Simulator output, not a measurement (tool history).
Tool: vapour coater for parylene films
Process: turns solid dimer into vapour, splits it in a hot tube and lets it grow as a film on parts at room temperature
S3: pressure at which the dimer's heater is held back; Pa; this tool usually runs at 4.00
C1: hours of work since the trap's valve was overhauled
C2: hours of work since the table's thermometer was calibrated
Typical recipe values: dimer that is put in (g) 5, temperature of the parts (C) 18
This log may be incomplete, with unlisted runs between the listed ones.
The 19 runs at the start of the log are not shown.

Run 20, day 8.788: usual settings; C1 226; C2 39. Result: thickness of the film (um) 1.19.
Run 21, day 9.288: usual settings; C1 235; C2 48. Result: thickness of the film (um) 1.19.
Run 22, day 9.767: usual settings but dimer that is put in (g) 2, temperature of the parts (C) 21; C1 244; C2 57. Result: thickness of the film (um) 0.42.
At day 10.471: trap's valve overhauled.
Run 23, day 10.475: usual settings but dimer that is put in (g) 2, temperature of the parts (C) 21, S3 3.09 Pa; C1 0; C2 67. Result: thickness of the film (um) 0.46.
At day 10.558: table's thermometer calibrated, once more.
Run 24, day 10.846: usual settings but dimer that is put in (g) 2, temperature of the parts (C) 20, S3 2.75 Pa; C1 6; C2 5. Result: thickness of the film (um) 0.52.
Run 25, day 11.350: usual settings but temperature of the parts (C) 12, S3 5.46 Pa; C1 15; C2 15. Result: thickness of the film (um) 1.58.
Run 26, day 11.850: usual settings but temperature of the parts (C) 12, S3 2.47 Pa; C1 25; C2 24. Result: thickness of the film (um) 1.80.
Run 27, day 12.342: usual settings but temperature of the parts (C) 12, S3 2.47 Pa; C1 34; C2 33. Result: thickness of the film (um) 1.83.
Run 28, day 12.612: usual settings but dimer that is put in (g) 3, temperature of the parts (C) 12, S3 4.23 Pa; C1 39; C2 38. Result: thickness of the film (um) 1.01.
Run 29, day 13.254: usual settings but dimer that is put in (g) 3, temperature of the parts (C) 12, S3 4.23 Pa; C1 51; C2 50. Result: thickness of the film (um) 0.97.
Run 30, day 13.792: usual settings but dimer that is put in (g) 3, temperature of the parts (C) 12, S3 4.23 Pa; C1 60; C2 60. Result: thickness of the film (um) 0.99.
Run 31, day 14.125: usual settings but dimer that is put in (g) 4, S3 10.74 Pa; C1 67; C2 66. Result: thickness of the film (um) 0.83.
Run 32, day 14.446: usual settings but temperature of the parts (C) 23, S3 10.74 Pa; C1 73; C2 72. Result: thickness of the film (um) 0.88.
Run 33, day 15.079: usual settings but dimer that is put in (g) 4, temperature of the parts (C) 12, S3 3.11 Pa; C1 84; C2 83. Result: thickness of the film (um) 1.35.
Run 34, day 15.683: usual settings but dimer that is put in (g) 4, temperature of the parts (C) 12, S3 3.11 Pa; C1 95; C2 95. Result: thickness of the film (um) 1.35.
Run 35, day 15.975: usual settings but dimer that is put in (g) 4, temperature of the parts (C) 12, S3 3.11 Pa; C1 101; C2 100. Result: thickness of the film (um) 1.33.
Run 36, day 16.525: usual settings but dimer that is put in (g) 4, S3 5.42 Pa; C1 111; C2 110. Result: thickness of the film (um) 0.95.
Run 37, day 17.083: usual settings but dimer that is put in (g) 4, S3 5.42 Pa; C1 121; C2 120. Result: thickness of the film (um) 0.94.
Run 38, day 17.550: usual settings but dimer that is put in (g) 2, temperature of the parts (C) 17; C1 130; C2 129. Result: thickness of the film (um) 0.53.
Run 39, day 17.996: usual settings but dimer that is put in (g) 2, temperature of the parts (C) 17; C1 138; C2 137. Result: thickness of the film (um) 0.53.

Branching from run 39: 5 alternative next runs. What would each branch give?
Run A, day 18.475: usual settings but dimer that is put in (g) 7, temperature of the parts (C) 28, S3 2.16 Pa; C1 147; C2 146. Result: thickness of the film (um) ?.
Run B, day 18.475: usual settings but dimer that is put in (g) 6, temperature of the parts (C) 17, S3 2.97 Pa; C1 147; C2 146. Result: thickness of the film (um) ?.
Run C, day 18.475: usual settings but dimer that is put in (g) 2, temperature of the parts (C) 27, S3 8.02 Pa; C1 147; C2 146. Result: thickness of the film (um) ?.
Run D, day 18.475: usual settings but dimer that is put in (g) 4, S3 4.32 Pa; C1 147; C2 146. Result: thickness of the film (um) ?.
Run E, day 18.475: usual settings but dimer that is put in (g) 4, temperature of the parts (C) 25, S3 3.24 Pa; C1 147; C2 146. Result: thickness of the film (um) ?.

run  thickness of the film (um)
  A                        1.32
  B                        1.61
  C                        0.37
  D                        0.99
  E                        0.78
Stripped of hidden state, with their random variation kept, the same runs would have yielded:
run  thickness of the film (um)
  A                        1.39
  B                        1.70
  C                        0.39
  D                        1.04
  E                        0.82
